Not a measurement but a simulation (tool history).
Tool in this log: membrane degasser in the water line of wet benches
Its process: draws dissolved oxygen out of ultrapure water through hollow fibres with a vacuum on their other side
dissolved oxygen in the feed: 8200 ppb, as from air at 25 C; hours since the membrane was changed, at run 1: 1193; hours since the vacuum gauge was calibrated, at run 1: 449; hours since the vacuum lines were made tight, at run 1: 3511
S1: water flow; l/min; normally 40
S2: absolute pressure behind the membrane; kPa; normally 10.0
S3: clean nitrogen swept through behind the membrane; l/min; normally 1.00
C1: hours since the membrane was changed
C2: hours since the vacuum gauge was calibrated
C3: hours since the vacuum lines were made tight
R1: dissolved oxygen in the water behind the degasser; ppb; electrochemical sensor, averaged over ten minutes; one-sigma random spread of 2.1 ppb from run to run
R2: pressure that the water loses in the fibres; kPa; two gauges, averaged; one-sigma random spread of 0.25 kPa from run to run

run,hour,S1,S2,S3,C1,C2,C3,R1,R2
1,0.0,40,10.0,1.00,1193,449,3511,573.2,68.65
2,107.0,40,10.0,1.00,1300,556,3618,573.4,68.57
3,214.8,40,10.0,1.00,1408,664,3726,570.1,68.77
4,414.9,40,17.5,1.00,1608,864,3926,1087.1,68.52
5,518.1,40,13.4,1.00,1711,967,4029,809.3,68.97
6,637.3,40,13.4,1.00,1830,1086,4149,810.3,69.02
7,787.5,40,10.0,1.00,1981,1236,4299,574.5,68.82
8,987.5,40,10.0,1.00,2181,1436,4499,570.4,69.46
9,1079.9,40,10.0,1.00,2273,1529,4591,574.0,69.40
10,1269.9,40,10.0,1.00,2463,1719,4781,572.0,69.05
11,1430.0,40,22.8,1.00,2623,1879,4941,1399.5,69.55
12,1572.1,40,22.8,1.00,2765,2021,5083,1406.1,68.80
13,1671.3,40,22.8,1.00,2864,2120,5183,1402.6,68.88
14,1888.5,40,22.8,1.00,3082,2337,5400,1410.9,69.37
15,2095.1,40,10.0,1.00,3288,2544,5606,570.5,69.85
16,2218.4,40,10.0,1.00,3412,2667,5730,572.4,69.45
17,2399.6,40,10.0,1.00,3593,2848,5911,573.9,69.66
18,2597.1,59,7.5,1.56,3790,3046,6108,499.5,102.59
19,2708.5,59,7.5,1.56,3902,3157,6220,498.6,102.60
20,2848.4,40,10.9,0.67,4042,3297,6360,829.0,69.28
21,3022.5,30,20.7,1.14,4216,3471,6534,911.8,52.24
22,3200.8,27,19.5,1.14,4394,3650,6712,783.7,46.99
23,3361.1,27,19.5,1.14,4554,3810,6872,789.7,47.35
# hour 3464.9: vacuum gauge calibrated
24,3480.0,34,6.9,0.42,4673,15,6991,506.5,59.38
25,3586.9,40,17.7,1.00,4779,122,7098,1090.7,69.82
26,3803.3,52,17.7,2.09,4996,338,7314,835.0,90.99
27,3963.9,32,10.0,0.76,5157,499,7475,562.8,56.22
28,4152.5,32,10.0,0.76,5345,688,7663,565.2,56.38
29,4325.4,40,10.0,0.60,5518,860,7836,795.4,70.06
30,4492.7,51,22.7,0.76,5685,1028,8003,1976.2,89.64
31,4606.3,51,22.7,1.62,5799,1141,8117,1237.3,89.39
32,4740.7,43,19.4,1.62,5933,1276,8251,910.3,75.77
33,4878.6,40,10.0,2.84,6071,1414,8389,274.7,70.07

3 ways to go on from here, each from the tool as it stands after run 33. What would each give?
A,4969.9,40,7.2,2.84,6162,1505,8481,?,?
B,4969.9,48,10.0,2.84,6162,1505,8481,?,?
C,4969.9,40,7.8,2.84,6162,1505,8481,?,?

run,R1,R2
A,187.9,70.47
B,354.6,84.29
C,206.4,70.42
Had the tool no hidden state, the same runs would have come out as:
run,R1,R2
A,187.8,68.70
B,354.5,82.17
C,206.3,68.65
